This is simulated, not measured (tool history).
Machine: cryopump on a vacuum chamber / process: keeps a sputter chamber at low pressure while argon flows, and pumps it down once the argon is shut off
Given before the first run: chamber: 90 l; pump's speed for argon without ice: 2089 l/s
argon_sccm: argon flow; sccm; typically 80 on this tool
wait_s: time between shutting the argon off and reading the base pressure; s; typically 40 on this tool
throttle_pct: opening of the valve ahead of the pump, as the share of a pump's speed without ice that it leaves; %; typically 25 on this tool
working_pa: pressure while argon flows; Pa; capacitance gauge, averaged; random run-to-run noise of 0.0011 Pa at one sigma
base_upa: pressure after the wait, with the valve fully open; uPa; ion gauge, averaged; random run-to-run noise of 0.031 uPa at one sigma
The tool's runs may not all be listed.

run 1 hour=0.0 | argon_sccm=80 wait_s=40 throttle_pct=25 | working_pa=0.2604 base_upa=1.60
run 2 hour=17.0 | argon_sccm=80 wait_s=40 throttle_pct=25 | working_pa=0.2618 base_upa=1.62
run 3 hour=33.5 | argon_sccm=65 wait_s=40 throttle_pct=25 | working_pa=0.2095 base_upa=1.57
run 4 hour=46.2 | argon_sccm=59 wait_s=40 throttle_pct=25 | working_pa=0.1914 base_upa=1.59
run 5 hour=60.7 | argon_sccm=59 wait_s=40 throttle_pct=25 | working_pa=0.1923 base_upa=1.66
run 6 hour=78.9 | argon_sccm=59 wait_s=40 throttle_pct=25 | working_pa=0.1912 base_upa=1.61
run 7 hour=91.1 | argon_sccm=80 wait_s=40 throttle_pct=25 | working_pa=0.2604 base_upa=1.67
run 8 hour=101.1 | argon_sccm=110 wait_s=40 throttle_pct=25 | working_pa=0.3563 base_upa=1.63
run 9 hour=120.6 | argon_sccm=110 wait_s=40 throttle_pct=25 | working_pa=0.3575 base_upa=1.59
run 10 hour=135.5 | argon_sccm=80 wait_s=40 throttle_pct=18 | working_pa=0.3634 base_upa=1.62
run 11 hour=146.9 | argon_sccm=80 wait_s=40 throttle_pct=18 | working_pa=0.3589 base_upa=1.64
run 12 hour=164.5 | argon_sccm=80 wait_s=40 throttle_pct=18 | working_pa=0.3623 base_upa=1.62
run 13 hour=173.6 | argon_sccm=33 wait_s=105 throttle_pct=30 | working_pa=0.0892 base_upa=0.76
run 14 hour=185.8 | argon_sccm=80 wait_s=36 throttle_pct=25 | working_pa=0.2615 base_upa=1.78
run 15 hour=197.1 | argon_sccm=61 wait_s=278 throttle_pct=30 | working_pa=0.1638 base_upa=0.41
run 16 hour=206.1 | argon_sccm=61 wait_s=278 throttle_pct=30 | working_pa=0.1667 base_upa=0.40
run 17 hour=219.0 | argon_sccm=61 wait_s=278 throttle_pct=30 | working_pa=0.1657 base_upa=0.44

Forecast run 18:
run 18 hour=229.1 | argon_sccm=61 wait_s=278 throttle_pct=30 | working_pa=? base_upa=?

Run 18 produced working_pa 0.1665 Pa, base_upa 0.43 uPa.
Take away the tool's hidden state, keep the run-to-run variation as it was, and the same run would have given working_pa 0.1648 Pa, base_upa 0.35 uPa.

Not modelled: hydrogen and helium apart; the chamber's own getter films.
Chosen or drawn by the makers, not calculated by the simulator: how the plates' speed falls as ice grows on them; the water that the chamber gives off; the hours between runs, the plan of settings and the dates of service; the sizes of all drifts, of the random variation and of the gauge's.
